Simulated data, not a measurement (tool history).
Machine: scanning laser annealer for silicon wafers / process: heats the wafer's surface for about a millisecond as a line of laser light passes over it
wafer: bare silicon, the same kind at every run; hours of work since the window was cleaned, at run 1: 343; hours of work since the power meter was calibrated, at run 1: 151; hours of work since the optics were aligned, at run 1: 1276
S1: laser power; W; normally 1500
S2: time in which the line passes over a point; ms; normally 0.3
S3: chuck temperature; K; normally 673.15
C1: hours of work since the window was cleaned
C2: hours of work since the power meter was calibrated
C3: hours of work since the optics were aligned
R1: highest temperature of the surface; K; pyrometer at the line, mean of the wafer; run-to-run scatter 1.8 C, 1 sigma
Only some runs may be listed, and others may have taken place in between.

run,hour,S1,S2,S3,C1,C2,C3,R1
1,0,1500,0.3,673.15,343,151,1276,1462.15
2,14.2,1500,0.3,673.15,351,160,1284,1462.15
3,27.8,1500,0.3,673.15,359,168,1292,1465.15
4,37.5,1500,0.3,673.15,365,173,1298,1462.15
5,48.7,1500,0.3,650.15,371,180,1304,1440.15
6,61.9,1500,0.3,650.15,379,188,1312,1440.15
7,71.2,1500,0.3,650.15,385,193,1318,1440.15
8,81.1,1458,0.3,673.15,390,199,1323,1436.15
9,93.5,1463,0.3,706.15,398,206,1331,1470.15
10,112.2,1463,0.3,706.15,409,217,1342,1472.15
11,130.6,1500,0.213,659.15,419,228,1353,1317.15
12,139.6,1500,0.213,659.15,425,233,1358,1316.15
13,154.1,1500,0.213,659.15,433,242,1366,1313.15
14,176,1561,0.321,676.15,446,255,1379,1528.15
15,187.1,1500,0.248,710.15,453,261,1386,1419.15
16,209.1,1500,0.248,710.15,466,274,1399,1422.15

3 options for the next run, each taken on its own from the tool as it stands now. Forecast them:
A,230.7,1625,0.262,643.15,478,287,1411,?
B,230.7,1324,0.259,673.15,478,287,1411,?
C,230.7,1352,0.307,710.15,478,287,1411,?

run,R1
A,1451.15
B,1295.15
C,1410.15
Stripped of hidden state, with their random variation kept, the same runs would have yielded:
run,R1
A,1496.15
B,1330.15
C,1449.15

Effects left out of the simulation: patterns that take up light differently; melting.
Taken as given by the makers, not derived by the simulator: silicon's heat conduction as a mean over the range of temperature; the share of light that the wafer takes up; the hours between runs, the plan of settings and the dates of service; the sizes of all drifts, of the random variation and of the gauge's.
